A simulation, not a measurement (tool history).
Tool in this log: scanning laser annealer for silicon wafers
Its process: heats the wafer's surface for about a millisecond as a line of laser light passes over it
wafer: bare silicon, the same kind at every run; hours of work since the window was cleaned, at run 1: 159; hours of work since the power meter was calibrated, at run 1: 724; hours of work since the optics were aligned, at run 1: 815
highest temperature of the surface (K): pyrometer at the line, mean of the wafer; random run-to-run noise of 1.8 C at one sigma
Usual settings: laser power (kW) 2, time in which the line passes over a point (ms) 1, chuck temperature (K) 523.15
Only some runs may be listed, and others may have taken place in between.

| run | day | laser power (kW) | time in which the line passes over a point (ms) | chuck temperature (K) | hours of work since the window was cleaned | hours of work since the power meter was calibrated | hours of work since the optics were aligned | highest temperature of the surface (K) |
|---|---|---|---|---|---|---|---|---|
| 1 | 0 | 2 | 1 | 523.15 | 159 | 724 | 815 | 1260.15 |
| 2 | 1.462 | 1.741 | 1 | 523.15 | 176 | 741 | 833 | 1162.15 |
| 3 | 2.675 | 1.741 | 1 | 523.15 | 191 | 755 | 847 | 1164.15 |
| 4 | 4.079 | 2 | 0.82 | 523.15 | 207 | 772 | 864 | 1180.15 |
| 5 | 6.042 | 2 | 0.82 | 523.15 | 231 | 796 | 887 | 1185.15 |
| 6 | 7.971 | 1.728 | 1 | 523.15 | 254 | 818 | 910 | 1157.15 |
| 7 | 9.533 | 1.728 | 1 | 523.15 | 272 | 837 | 929 | 1155.15 |
| 8 | 11.075 | 1.728 | 1 | 523.15 | 290 | 855 | 947 | 1156.15 |
| 9 | 12.842 | 2 | 1 | 523.15 | 311 | 876 | 968 | 1262.15 |
| 10 | 15.558 | 1.822 | 1 | 523.15 | 344 | 909 | 1000 | 1192.15 |
| 11 | 16.821 | 2 | 1 | 523.15 | 359 | 924 | 1015 | 1259.15 |
| 12 | 18.7 | 2 | 1 | 523.15 | 381 | 946 | 1038 | 1262.15 |
| 13 | 20.038 | 2 | 1 | 523.15 | 397 | 962 | 1054 | 1262.15 |
| 14 | 21.971 | 2 | 1 | 523.15 | 420 | 985 | 1077 | 1263.15 |
| 15 | 23.471 | 2 | 0.77 | 523.15 | 438 | 1003 | 1094 | 1161.15 |
| 16 | 24.771 | 2 | 0.77 | 523.15 | 453 | 1018 | 1110 | 1159.15 |
| 17 | 27.008 | 2 | 0.77 | 523.15 | 480 | 1045 | 1137 | 1160.15 |
| 18 | 29.383 | 2 | 1 | 523.15 | 508 | 1073 | 1165 | 1260.15 |
| 19 | 32.004 | 2 | 1 | 523.15 | 539 | 1104 | 1196 | 1264.15 |
|  | 33.821 | optics aligned, line set to its width |
| 20 | 34.421 | 2 | 1 | 523.15 | 566 | 1131 | 7 | 1261.15 |
| 21 | 36.4 | 2 | 1 | 523.15 | 589 | 1154 | 31 | 1265.15 |
| 22 | 38.108 | 2 | 1 | 523.15 | 609 | 1174 | 51 | 1262.15 |
| 23 | 40.108 | 2 | 1 | 523.15 | 633 | 1198 | 75 | 1261.15 |
| 24 | 41.683 | 1.721 | 0.71 | 523.15 | 652 | 1217 | 94 | 1042.15 |
|  | 41.996 | window over the wafer cleaned |
| 25 | 44.112 | 1.767 | 1.16 | 523.15 | 25 | 1245 | 121 | 1228.15 |
| 26 | 46.012 | 1.714 | 1 | 520.15 | 48 | 1267 | 144 | 1147.15 |
| 27 | 47.704 | 2.114 | 0.73 | 490.15 | 68 | 1288 | 164 | 1142.15 |
| 28 | 49.95 | 2.114 | 0.73 | 490.15 | 95 | 1314 | 191 | 1144.15 |
| 29 | 52.738 | 2.114 | 0.73 | 490.15 | 128 | 1347 | 224 | 1147.15 |
| 30 | 54.775 | 2 | 1.16 | 531.15 | 152 | 1372 | 248 | 1335.15 |
| 31 | 57.392 | 1.81 | 0.71 | 560.15 | 183 | 1403 | 279 | 1109.15 |
| 32 | 58.892 | 2.149 | 1 | 523.15 | 201 | 1421 | 297 | 1321.15 |
| 33 | 61.267 | 1.942 | 0.96 | 554.15 | 229 | 1449 | 325 | 1254.15 |
| 34 | 63.121 | 2.153 | 0.76 | 554.15 | 251 | 1471 | 348 | 1237.15 |
| 35 | 65.967 | 2.153 | 0.76 | 554.15 | 285 | 1505 | 381 | 1237.15 |
| 36 | 67.954 | 2.026 | 0.76 | 554.15 | 309 | 1528 | 405 | 1193.15 |
| 37 | 70.808 | 1.81 | 0.72 | 515.15 | 343 | 1562 | 439 | 1063.15 |
| 38 | 72.004 | 2.189 | 0.96 | 525.15 | 357 | 1577 | 453 | 1318.15 |
| 39 | 74.508 | 2.136 | 0.8 | 523.15 | 387 | 1606 | 483 | 1221.15 |

Each row is a separate what-if for the run after 39, all from the same tool condition, not one after another. Results?
| A | 76.183 | 2.136 | 0.8 | 515.15 | 407 | 1626 | 503 | ? |
| B | 76.183 | 1.734 | 1 | 523.15 | 407 | 1626 | 503 | ? |
| C | 76.183 | 1.936 | 0.88 | 523.15 | 407 | 1626 | 503 | ? |
| D | 76.183 | 2.136 | 0.7 | 523.15 | 407 | 1626 | 503 | ? |

| run | highest temperature of the surface (K) |
|---|---|
| A | 1211.15 |
| B | 1155.15 |
| C | 1184.15 |
| D | 1170.15 |
The same runs, with their run-to-run variation unchanged, on a tool lacking any hidden condition would have given:
| run | highest temperature of the surface (K) |
|---|---|
| A | 1211.15 |
| B | 1155.15 |
| C | 1184.15 |
| D | 1171.15 |
